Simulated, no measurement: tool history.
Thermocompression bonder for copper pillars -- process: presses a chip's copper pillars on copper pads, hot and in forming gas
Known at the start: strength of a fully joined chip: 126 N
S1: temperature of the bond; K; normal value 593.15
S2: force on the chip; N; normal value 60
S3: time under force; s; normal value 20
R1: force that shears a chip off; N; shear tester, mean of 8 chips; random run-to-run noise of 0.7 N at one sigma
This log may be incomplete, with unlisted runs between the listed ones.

run	hour	S1	S2	S3	R1
1	0	593.15	60	20	49.9
2	22.9	593.15	60	20	49.8
3	60.3	593.15	55	20	48
# hour 84.7: forming gas filter changed
4	86.4	593.15	55	20	49.3
5	128.5	593.15	55	20	49.3
# hour 133.9: force cell calibrated
6	156.4	571.15	81	16	42.1
7	195.8	585.15	68	20	50
8	224	564.15	53	35	39.4
9	259.6	564.15	53	35	41.2
10	289.9	603.15	75	22	67.4

Consider 4 possible next runs. They are alternatives, not a sequence: every one starts from the tool as it was left by run 10. What does each give?
# hour 317.2: force cell calibrated, once more
A	317.4	603.15	48	22	?
# hour 317.2: force cell calibrated, once more
B	317.4	576.15	60	20	?
# hour 317.2: force cell calibrated, once more
C	317.4	603.15	75	15	?
# hour 317.2: force cell calibrated, once more
D	317.4	609.15	60	55	?

run	R1
A	53
B	41
C	60.2
D	85.4
Take away the tool's hidden state, keep each run's random variation, and the runs would have read:
run	R1
A	50.7
B	38.8
C	57.8
D	83
